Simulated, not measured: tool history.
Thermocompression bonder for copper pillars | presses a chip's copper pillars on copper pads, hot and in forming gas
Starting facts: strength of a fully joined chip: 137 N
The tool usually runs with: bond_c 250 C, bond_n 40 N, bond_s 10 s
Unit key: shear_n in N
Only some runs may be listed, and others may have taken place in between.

run   hour  bond_c  bond_n  bond_s  shear_n
  1    0.0     250      40      10     59.9
  2   25.9     250      40      10     58.6
  3   46.6     250      40      10     59.0
  4   69.5     250      53      10     75.3
      87.3  -- forming gas filter changed
  5   90.0     250      53       7     69.2
  6  124.0     273      40      10     85.7
  7  148.5     273      40      10     83.4
  8  186.8     273      40      10     83.6
  9  215.8     273      40      10     84.0
 10  244.5     250      40      10     59.4
 11  280.5     255      40      10     64.7
 12  304.0     255      40      10     63.5
 13  333.5     224      32      23     40.5
 14  367.1     224      32      23     40.8
 15  399.2     224      32      23     40.9
     403.1  -- heater calibrated with a thermocouple chip
 16  435.8     242      27      18     41.8
 17  474.2     250      44      17     73.7
 18  490.1     250      29      10     41.1
 19  506.2     257      51      10     76.9
 20  521.7     244      25      13     34.6
 21  551.1     244      40      24     69.1
 22  579.0     227      36       9     30.8
 23  599.4     227      36       9     30.4
 24  617.8     227      36       9     30.4

Predict each of these 4 candidate next runs independently; none follows another, all start after run 24:
     623.1  -- heater calibrated with a thermocouple chip, once more
  A  640.1     250      24      10        ?
     623.1  -- heater calibrated with a thermocouple chip, once more
  B  640.1     265      55      10        ?
     623.1  -- heater calibrated with a thermocouple chip, once more
  C  640.1     261      36      22        ?
     623.1  -- heater calibrated with a thermocouple chip, once more
  D  640.1     266      57       6        ?

run  shear_n
  A     37.4
  B     94.1
  C     83.0
  D     85.4
Had the tool no hidden state, the same runs would have come out as:
run  shear_n
  A     40.2
  B     99.7
  C     88.3
  D     90.7
